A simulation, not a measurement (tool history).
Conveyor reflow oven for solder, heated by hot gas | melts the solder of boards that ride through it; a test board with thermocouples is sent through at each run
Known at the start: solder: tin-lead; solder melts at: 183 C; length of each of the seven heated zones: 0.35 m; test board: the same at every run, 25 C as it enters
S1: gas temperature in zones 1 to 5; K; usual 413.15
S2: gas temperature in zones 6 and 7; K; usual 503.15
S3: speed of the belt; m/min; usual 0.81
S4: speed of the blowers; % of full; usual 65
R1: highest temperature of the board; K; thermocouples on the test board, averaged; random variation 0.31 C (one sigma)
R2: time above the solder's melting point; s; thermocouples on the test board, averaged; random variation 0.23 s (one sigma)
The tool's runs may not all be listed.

run    hour      S1      S2     S3  S4      R1    R2
  1       0  413.15  503.15   0.81  65  479.15    30
  2    98.8  413.15  503.15   0.81  65  478.85  30.1
  3   139.8  413.15  503.15   0.81  65  478.35  29.9
  4   210.1  413.15  503.15   0.81  65  478.25    30
  5     281  413.15  503.15   0.81  65  478.45  29.9
  6   346.7  413.15  503.15   0.81  86  484.45  35.6
  7   390.3  413.15  503.15   0.81  65  478.35  29.1
  8     484  413.15  503.15   0.81  65  477.25  29.3
  9   539.1  413.15  503.15   0.81  65  476.95  28.8
      578.2  -- flux residue cleaned out of gas plates and filters
 10   586.2  413.15  503.15   0.81  65  481.45  32.8
 11   657.5  413.15  503.15   0.81  65  480.35  32.3
 12   738.8  413.15  503.15   0.81  65  480.95    32
 13   795.8  413.15  503.15   0.81  65  480.25    32
 14   866.1  413.15  503.15   0.81  65  479.75  31.8
 15   916.5  416.15  507.15  0.931  88  485.55  32.3
 16   984.9  420.15  499.15  0.924  65  473.05  23.8
     1008.5  -- belt drive overhauled, speed set with a stopwatch
 17  1077.1  420.15  505.15  0.688  81  492.75  49.5
 18  1122.1  419.15  504.15   0.81  65  480.95  33.2
 19    1196  413.15  503.15   0.81  81  483.85  34.4
 20  1276.3  413.15  503.15   0.81  81  483.85  34.7
 21  1329.9  413.15  503.15   0.81  81  483.75  34.5
 22  1399.3  413.15  503.15   0.81  81  483.15  34.2
       1413  -- flux residue cleaned out of gas plates and filters
 23  1465.4  413.15  503.15   0.81  81  487.65  36.8
 24  1528.7  413.15  504.15   0.81  65  482.85  33.3
     1582.8  -- thermocouples of zones 6 and 7 changed
 25  1612.9  413.15  494.15   0.81  66  471.75  23.8
 26  1710.1  413.15  501.15  0.956  65  469.45    17

Forecast each of these 3 alternatives for the next run:
  A  1775.4  413.15  507.15  0.819  70   ?   ?
  B  1775.4  413.15  503.15   0.81  88   ?   ?
  C  1775.4  408.15  501.15  0.956  85   ?   ?

run      R1    R2
  A  481.95    33
  B  484.55  35.6
  C  475.15  22.4
Without the tool's hidden state the same runs would have given:
run      R1    R2
  A  483.55  34.1
  B  486.25  36.6
  C  477.15  23.9

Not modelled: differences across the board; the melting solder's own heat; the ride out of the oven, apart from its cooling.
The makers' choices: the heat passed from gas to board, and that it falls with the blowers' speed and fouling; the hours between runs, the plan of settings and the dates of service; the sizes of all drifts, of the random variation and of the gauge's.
